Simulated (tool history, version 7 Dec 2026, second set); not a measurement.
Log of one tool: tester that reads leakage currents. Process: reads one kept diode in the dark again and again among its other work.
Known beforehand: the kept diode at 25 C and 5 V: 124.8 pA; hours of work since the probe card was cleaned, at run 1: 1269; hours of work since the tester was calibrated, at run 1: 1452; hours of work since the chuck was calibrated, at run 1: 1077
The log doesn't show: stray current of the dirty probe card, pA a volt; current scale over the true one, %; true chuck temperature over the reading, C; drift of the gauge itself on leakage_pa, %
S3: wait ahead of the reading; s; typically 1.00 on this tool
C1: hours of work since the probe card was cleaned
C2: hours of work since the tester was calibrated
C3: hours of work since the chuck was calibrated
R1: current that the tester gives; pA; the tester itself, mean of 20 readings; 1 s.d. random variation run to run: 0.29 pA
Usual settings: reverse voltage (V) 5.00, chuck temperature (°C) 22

Run 1, day 0.000: usual settings; C1 1269; C2 1452; C3 1077. Result: R1 94.26 pA.
Run 2, day 1.504: usual settings; C1 1297; C2 1480; C3 1105. Result: R1 94.73 pA.
At day 3.292: probe card cleaned and baked.
Run 3, day 4.621: usual settings but S3 2.59 s; C1 25; C2 1537; C3 1161. Result: R1 93.49 pA.
Run 4, day 7.658: usual settings but S3 2.59 s; C1 82; C2 1594; C3 1219. Result: R1 94.22 pA.
Run 5, day 9.146: usual settings; C1 110; C2 1622; C3 1247. Result: R1 94.76 pA.
Run 6, day 11.729: usual settings; C1 159; C2 1671; C3 1295. Result: R1 95.18 pA.
Run 7, day 14.358: usual settings but S3 2.18 s; C1 209; C2 1720; C3 1345. Result: R1 94.04 pA.
Run 8, day 16.875: usual settings but S3 2.18 s; C1 256; C2 1768; C3 1392. Result: R1 94.12 pA.
At day 17.546: chuck's temperature calibrated.
Run 9, day 20.033: usual settings; C1 314; C2 1826; C3 47. Result: R1 94.94 pA.
Run 10, day 23.212: usual settings; C1 374; C2 1885; C3 107. Result: R1 94.32 pA.
Run 11, day 24.604: usual settings but reverse voltage (V) 7.46; C1 400; C2 1912; C3 133. Result: R1 107.44 pA.
Run 12, day 27.425: usual settings but reverse voltage (V) 7.46; C1 453; C2 1965; C3 186. Result: R1 108.23 pA.
Run 13, day 28.750: usual settings; C1 478; C2 1990; C3 211. Result: R1 94.81 pA.
Run 14, day 31.742: usual settings; C1 534; C2 2046; C3 267. Result: R1 94.74 pA.
Run 15, day 34.650: usual settings; C1 589; C2 2101; C3 322. Result: R1 94.54 pA.
Run 16, day 36.654: usual settings; C1 627; C2 2139; C3 360. Result: R1 95.09 pA.
Run 17, day 38.417: usual settings; C1 660; C2 2172; C3 393. Result: R1 94.65 pA.
Run 18, day 39.946: usual settings; C1 689; C2 2201; C3 422. Result: R1 94.95 pA.
Run 19, day 42.300: usual settings but S3 1.04 s; C1 733; C2 2245; C3 466. Result: R1 94.69 pA.
Run 20, day 45.375: usual settings but S3 2.61 s; C1 791; C2 2303; C3 524. Result: R1 93.70 pA.
Run 21, day 48.346: usual settings; C1 847; C2 2359; C3 580. Result: R1 94.92 pA.
Run 22, day 50.079: usual settings but chuck temperature (°C) 45, S3 0.72 s; C1 880; C2 2392; C3 613. Result: R1 766.66 pA.
Run 23, day 53.154: usual settings but chuck temperature (°C) 45, S3 0.72 s; C1 938; C2 2450; C3 671. Result: R1 764.89 pA.
Run 24, day 55.033: usual settings but chuck temperature (°C) 29; C1 973; C2 2485; C3 706. Result: R1 183.76 pA.
Run 25, day 57.742: usual settings but chuck temperature (°C) 29; C1 1024; C2 2536; C3 757. Result: R1 184.95 pA.
Run 26, day 60.075: usual settings but reverse voltage (V) 3.09, chuck temperature (°C) 28; C1 1068; C2 2580; C3 801. Result: R1 145.38 pA.
Run 27, day 63.021: usual settings but reverse voltage (V) 3.36, chuck temperature (°C) 23, S3 1.06 s; C1 1124; C2 2635; C3 857. Result: R1 92.38 pA.
Run 28, day 66.192: usual settings but reverse voltage (V) 3.36, chuck temperature (°C) 23, S3 1.06 s; C1 1183; C2 2695; C3 917. Result: R1 91.72 pA.
Run 29, day 68.917: usual settings but reverse voltage (V) 2.28, chuck temperature (°C) 47, S3 2.95 s; C1 1235; C2 2747; C3 968. Result: R1 710.30 pA.
Run 30, day 70.433: usual settings but reverse voltage (V) 1.20, chuck temperature (°C) 26, S3 1.51 s; C1 1263; C2 2775; C3 996. Result: R1 89.27 pA.
Run 31, day 73.567: usual settings but reverse voltage (V) 1.20, chuck temperature (°C) 26, S3 5.09 s; C1 1322; C2 2834; C3 1055. Result: R1 89.27 pA.
At day 74.092: probe card cleaned and baked.
Run 32, day 75.704: usual settings but reverse voltage (V) 1.37, chuck temperature (°C) 24, S3 0.38 s; C1 30; C2 2872; C3 1093. Result: R1 78.01 pA.
Run 33, day 78.325: usual settings but reverse voltage (V) 3.59, chuck temperature (°C) 24, S3 0.46 s; C1 80; C2 2921; C3 1143. Result: R1 104.59 pA.
Run 34, day 80.808: usual settings but reverse voltage (V) 2.75, chuck temperature (°C) 28, S3 0.46 s; C1 127; C2 2968; C3 1190. Result: R1 140.34 pA.
Run 35, day 83.367: usual settings but reverse voltage (V) 9.97, S3 3.01 s; C1 175; C2 3016; C3 1238. Result: R1 116.32 pA.
Run 36, day 85.042: usual settings but reverse voltage (V) 7.43, chuck temperature (°C) 53, S3 1.02 s; C1 206; C2 3048; C3 1269. Result: R1 1666.47 pA.
Run 37, day 86.421: usual settings but reverse voltage (V) 5.26, chuck temperature (°C) 37, S3 2.44 s; C1 232; C2 3074; C3 1295. Result: R1 385.35 pA.
Run 38, day 88.104: usual settings but reverse voltage (V) 7.83, chuck temperature (°C) 37, S3 1.63 s; C1 264; C2 3106; C3 1327. Result: R1 437.42 pA.
Run 39, day 89.925: usual settings but reverse voltage (V) 2.48, chuck temperature (°C) 45, S3 1.68 s; C1 298; C2 3140; C3 1361. Result: R1 614.60 pA.
At day 92.329: chuck's temperature calibrated.
Run 40, day 92.662: usual settings but reverse voltage (V) 2.48, chuck temperature (°C) 45, S3 1.68 s; C1 348; C2 3190; C3 6. Result: R1 613.95 pA.
Run 41, day 95.725: usual settings but reverse voltage (V) 2.48, chuck temperature (°C) 45, S3 0.54 s; C1 406; C2 3248; C3 64. Result: R1 615.14 pA.

Per-run results on a tool with no hidden state, each run keeping its own random variation:
run       R1
  1    94.19
  2    94.65
  3    93.45
  4    94.17
  5    94.71
  6    95.13
  7    93.99
  8    94.07
  9    94.93
 10    94.31
 11   107.42
 12   108.21
 13    94.80
 14    94.72
 15    94.51
 16    95.06
 17    94.62
 18    94.92
 19    94.66
 20    93.66
 21    94.88
 22   766.51
 23   764.72
 24   183.70
 25   184.88
 26   145.33
 27    92.34
 28    91.67
 29   710.09
 30    89.23
 31    89.23
 32    77.98
 33   104.55
 34   140.29
 35   116.26
 36  1665.89
 37   385.19
 38   437.23
 39   614.36
 40   613.94
 41   615.12

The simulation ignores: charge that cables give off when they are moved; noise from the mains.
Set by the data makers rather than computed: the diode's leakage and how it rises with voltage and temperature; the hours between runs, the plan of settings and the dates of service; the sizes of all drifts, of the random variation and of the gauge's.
